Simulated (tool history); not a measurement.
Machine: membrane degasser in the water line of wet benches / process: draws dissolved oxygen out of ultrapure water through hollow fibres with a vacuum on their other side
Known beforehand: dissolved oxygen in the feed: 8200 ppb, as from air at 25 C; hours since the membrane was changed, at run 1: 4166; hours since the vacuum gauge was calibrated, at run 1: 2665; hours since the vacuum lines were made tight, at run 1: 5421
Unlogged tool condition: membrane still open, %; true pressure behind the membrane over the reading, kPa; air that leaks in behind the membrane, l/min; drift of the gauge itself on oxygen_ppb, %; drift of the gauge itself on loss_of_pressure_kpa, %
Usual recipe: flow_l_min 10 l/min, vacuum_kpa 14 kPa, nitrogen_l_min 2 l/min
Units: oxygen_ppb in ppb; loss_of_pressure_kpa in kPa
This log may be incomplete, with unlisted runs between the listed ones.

run,hour,flow_l_min,vacuum_kpa,nitrogen_l_min,hours since the membrane was changed,hours since the vacuum gauge was calibrated,hours since the vacuum lines were made tight,oxygen_ppb,loss_of_pressure_kpa
1,0,10,14,2,4166,2665,5421,150.7,57.33
2,151.9,10,14,2,4318,2817,5572,152.2,57.54
3,268.1,10,14,2,4434,2933,5689,150.3,57.69
4,541,10,14,2,4707,3206,5962,152,58.35
5,655.4,10,24,2,4822,3321,6076,270.8,57.69
6,865.7,10,18.7,2,5032,3531,6286,206.1,58.24
7,1138.4,10,8.7,2,5305,3804,6559,87.8,58
8,1396.5,10,8.7,2,5563,4062,6817,87.8,58.09
# hour 1508.6: seals of the vacuum lines changed
9,1623.2,10,12.6,2,5788,4286,115,134.8,58.22
10,1869.1,10,12.6,2,6033,4532,360,130.6,58.4
11,2123.1,10,14,1.6,6287,4786,615,184.7,58.27
12,2365.6,10,31.8,5.04,6530,5029,857,157.8,58.61
13,2563.3,11,31.8,4.23,6728,5226,1055,211.8,64.2
14,2762.9,11,31.8,4.23,6927,5426,1254,210.3,64.7
15,2943,11,31.8,1.42,7107,5606,1434,529.9,64.45
16,3117.9,11,31.8,1.42,7282,5781,1609,531.1,64.46
17,3333.3,12,34.9,1.03,7498,5996,1825,830.6,70.1
# hour 3352.5: vacuum gauge calibrated
18,3613.6,10,14,4.95,7777,261,2104,75.4,58.8
19,3886,10,31.9,4.95,8050,533,2377,163.4,58.78
20,4007.1,6,31.9,1.55,8171,655,2498,272.4,35.27
21,4236.2,16,17.6,1.51,8400,884,2727,467.3,94.29

4 options for the next run, each taken on its own from the tool as it stands now. Forecast them:
A,4396.6,10,14,3.62,8560,1044,2888,?,?
B,4396.6,16,10.9,1.51,8560,1044,2888,?,?
C,4396.6,9,14,2.56,8560,1044,2888,?,?
D,4396.6,11,24.7,2.51,8560,1044,2888,?,?

run,oxygen_ppb,loss_of_pressure_kpa
A,96,59.07
B,323.4,93.93
C,105.3,53.09
D,261.8,64.7
Take away the tool's hidden state, keep each run's random variation, and the runs would have read:
run,oxygen_ppb,loss_of_pressure_kpa
A,90.4,56.6
B,300,90
C,101.3,50.87
D,253.5,62

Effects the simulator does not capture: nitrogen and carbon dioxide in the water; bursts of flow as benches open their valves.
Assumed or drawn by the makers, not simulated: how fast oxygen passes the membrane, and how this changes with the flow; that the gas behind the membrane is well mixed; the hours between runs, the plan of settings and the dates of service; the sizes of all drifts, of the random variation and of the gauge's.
